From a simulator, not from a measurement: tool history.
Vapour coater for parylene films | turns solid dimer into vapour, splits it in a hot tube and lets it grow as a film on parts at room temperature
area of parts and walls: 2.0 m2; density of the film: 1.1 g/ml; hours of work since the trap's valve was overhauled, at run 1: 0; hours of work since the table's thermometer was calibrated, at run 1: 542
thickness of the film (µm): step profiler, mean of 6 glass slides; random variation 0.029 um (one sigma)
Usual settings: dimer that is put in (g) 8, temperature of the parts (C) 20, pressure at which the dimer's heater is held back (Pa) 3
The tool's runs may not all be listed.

run   hour  dimer that is put in (g)  temperature of the parts (C)  pressure at which the dimer's heater is held back (Pa)  hours of work since the trap's valve was overhauled  hours of work since the table's thermometer was calibrated  thickness of the film (µm)
  1      0                         8                            20                                                       3                                                    0                                                         542                         2.7
  2   15.3                         8                            20                                                       3                                                   11                                                         554                        2.72
  3   29.1                         8                            20                                                       3                                                   21                                                         564                        2.68
  4   40.2                         8                            20                                                       3                                                   29                                                         572                        2.71
  5   58.6                         8                            20                                                    9.27                                                   42                                                         585                         2.1
  6   75.7                         8                            25                                                       3                                                   55                                                         597                        2.44
  7     86                         8                            25                                                       3                                                   62                                                         605                         2.4
  8  104.8                        12                            20                                                       3                                                   76                                                         618                        4.02
  9  123.1                         5                            20                                                       3                                                   89                                                         632                        1.68
 10  144.6                         8                            20                                                       3                                                  105                                                         647                        2.64
 11  162.1                         5                            12                                                    2.21                                                  117                                                         660                        2.15
 12  177.5                         8                            26                                                    8.83                                                  129                                                         671                        1.88
 13  196.1                         6                            26                                                    4.19                                                  142                                                         684                        1.65
 14    207                         7                            22                                                    4.19                                                  150                                                         692                        2.05
 15  224.5                         7                            22                                                    4.19                                                  163                                                         705                        2.04
 16  236.7                         7                            22                                                    4.19                                                  171                                                         714                         2.1
 17  246.1                         5                            19                                                       3                                                  178                                                         721                        1.72
 18  258.7                         5                            19                                                       3                                                  187                                                         730                         1.7
 19  281.3                         4                            18                                                    2.89                                                  204                                                         746                        1.39

4 ways to go on from here, each from the tool as it stands after run 19. What would each give?
  A   299                         8                            20                                                    9.98                                                  217                                                         759                           ?
  B   299                         8                            20                                                    2.07                                                  217                                                         759                           ?
  C   299                         6                            20                                                       3                                                  217                                                         759                           ?
  D   299                         5                            15                                                    5.75                                                  217                                                         759                           ?

run  thickness of the film (µm)
  A                        2.03
  B                        2.88
  C                        2.04
  D                        1.61
Without the tool's hidden state the same runs would have given:
run  thickness of the film (µm)
  A                        2.03
  B                        2.88
  C                        2.05
  D                        1.62
